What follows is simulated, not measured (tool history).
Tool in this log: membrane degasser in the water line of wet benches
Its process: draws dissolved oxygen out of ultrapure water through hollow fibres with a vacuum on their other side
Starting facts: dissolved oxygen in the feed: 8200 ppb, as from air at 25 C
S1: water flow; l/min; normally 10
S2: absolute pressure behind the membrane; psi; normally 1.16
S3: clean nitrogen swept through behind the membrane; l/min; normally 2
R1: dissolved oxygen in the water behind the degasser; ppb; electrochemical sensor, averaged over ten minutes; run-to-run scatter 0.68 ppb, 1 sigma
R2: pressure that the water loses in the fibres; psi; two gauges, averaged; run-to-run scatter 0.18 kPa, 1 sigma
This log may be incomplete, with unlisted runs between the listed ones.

Run 1, hour 0: usual settings. Result: R1 65.8 ppb, R2 4.647 psi.
Run 2, hour 73.4: usual settings. Result: R1 64.7 ppb, R2 4.603 psi.
Run 3, hour 196.1: usual settings. Result: R1 65.5 ppb, R2 4.633 psi.
Run 4, hour 324.5: usual settings. Result: R1 65.1 ppb, R2 4.667 psi.
Run 5, hour 418.6: usual settings but S1 15 l/min. Result: R1 101.6 ppb, R2 6.985 psi.
Run 6, hour 496.3: usual settings but S1 15 l/min. Result: R1 101.8 ppb, R2 6.975 psi.
Run 7, hour 607: usual settings but S2 1.008 psi. Result: R1 52.7 ppb, R2 4.688 psi.
Run 8, hour 685.8: usual settings but S2 1.008 psi. Result: R1 52.4 ppb, R2 4.662 psi.
Run 9, hour 768: usual settings but S2 1.008 psi, S3 1.53 l/min. Result: R1 67.3 ppb, R2 4.664 psi.
Run 10, hour 898.1: usual settings. Result: R1 64.6 ppb, R2 4.692 psi.
Run 11, hour 1011.9: usual settings. Result: R1 66 ppb, R2 4.662 psi.
Run 12, hour 1081.4: usual settings. Result: R1 66.1 ppb, R2 4.677 psi.
Run 13, hour 1196.5: usual settings. Result: R1 65.8 ppb, R2 4.653 psi.
Run 14, hour 1281.7: usual settings. Result: R1 66.3 ppb, R2 4.676 psi.
Run 15, hour 1377.1: usual settings. Result: R1 66.3 ppb, R2 4.666 psi.
Run 16, hour 1455.9: usual settings. Result: R1 67 ppb, R2 4.651 psi.
Run 17, hour 1557.7: usual settings. Result: R1 65.4 ppb, R2 4.685 psi.
Run 18, hour 1616.6: usual settings. Result: R1 66 ppb, R2 4.698 psi.
Run 19, hour 1747.3: usual settings but S2 0.775 psi, S3 4.03 l/min. Result: R1 18.8 ppb, R2 4.666 psi.
Run 20, hour 1859.3: usual settings but S1 6 l/min, S2 2.724 psi, S3 0.82 l/min. Result: R1 289.7 ppb, R2 2.756 psi.
At hour 1886.8: vacuum gauge calibrated.
Run 21, hour 1969.5: usual settings but S3 1.03 l/min. Result: R1 116.1 ppb, R2 4.728 psi.
Run 22, hour 2098.8: usual settings but S3 1.03 l/min. Result: R1 116.7 ppb, R2 4.667 psi.
Run 23, hour 2205.2: usual settings but S2 0.876 psi, S3 1.41 l/min. Result: R1 53 ppb, R2 4.666 psi.
Run 24, hour 2258: usual settings but S2 0.876 psi, S3 1.41 l/min. Result: R1 54.3 ppb, R2 4.696 psi.
Run 25, hour 2379.4: usual settings but S2 1.17 psi. Result: R1 65 ppb, R2 4.647 psi.
Run 26, hour 2478.5: usual settings but S1 14 l/min, S2 0.935 psi, S3 1.39 l/min. Result: R1 89 ppb, R2 6.55 psi.
Run 27, hour 2572.7: usual settings but S1 12 l/min, S2 0.972 psi, S3 1.44 l/min. Result: R1 78.1 ppb, R2 5.629 psi.
Run 28, hour 2645.8: usual settings but S2 2.052 psi, S3 1.18 l/min. Result: R1 230.7 ppb, R2 4.633 psi.
Run 29, hour 2761.4: usual settings but S2 2.052 psi, S3 1.18 l/min. Result: R1 230.6 ppb, R2 4.717 psi.
Run 30, hour 2875: usual settings but S2 0.935 psi, S3 2.15 l/min. Result: R1 42.5 ppb, R2 4.677 psi.
Run 31, hour 2988.4: usual settings but S1 13 l/min, S3 4.26 l/min. Result: R1 44.9 ppb, R2 6.106 psi.
Run 32, hour 3115.7: usual settings but S1 13 l/min, S3 4.26 l/min. Result: R1 45.9 ppb, R2 6.113 psi.
Run 33, hour 3224.1: usual settings but S1 13 l/min, S3 4.26 l/min. Result: R1 46.2 ppb, R2 6.084 psi.

Forecast each of these 3 alternatives for the next run:
Run A, hour 3283.6: usual settings but S1 7 l/min, S2 0.888 psi, S3 1.61 l/min. Result: R1 ?, R2 ?.
Run B, hour 3283.6: usual settings but S1 16 l/min, S2 0.87 psi, S3 4.72 l/min. Result: R1 ?, R2 ?.
Run C, hour 3283.6: usual settings but S1 13 l/min, S2 1.616 psi, S3 1.13 l/min. Result: R1 ?, R2 ?.

run     R1     R2
  A   35.7  3.285
  B   40.4  7.558
  C  225.8  6.105
Stripped of hidden state, with their random variation kept, the same runs would have yielded:
run     R1     R2
  A   32.4    3.2
  B   36.6  7.364
  C  216.2  5.948

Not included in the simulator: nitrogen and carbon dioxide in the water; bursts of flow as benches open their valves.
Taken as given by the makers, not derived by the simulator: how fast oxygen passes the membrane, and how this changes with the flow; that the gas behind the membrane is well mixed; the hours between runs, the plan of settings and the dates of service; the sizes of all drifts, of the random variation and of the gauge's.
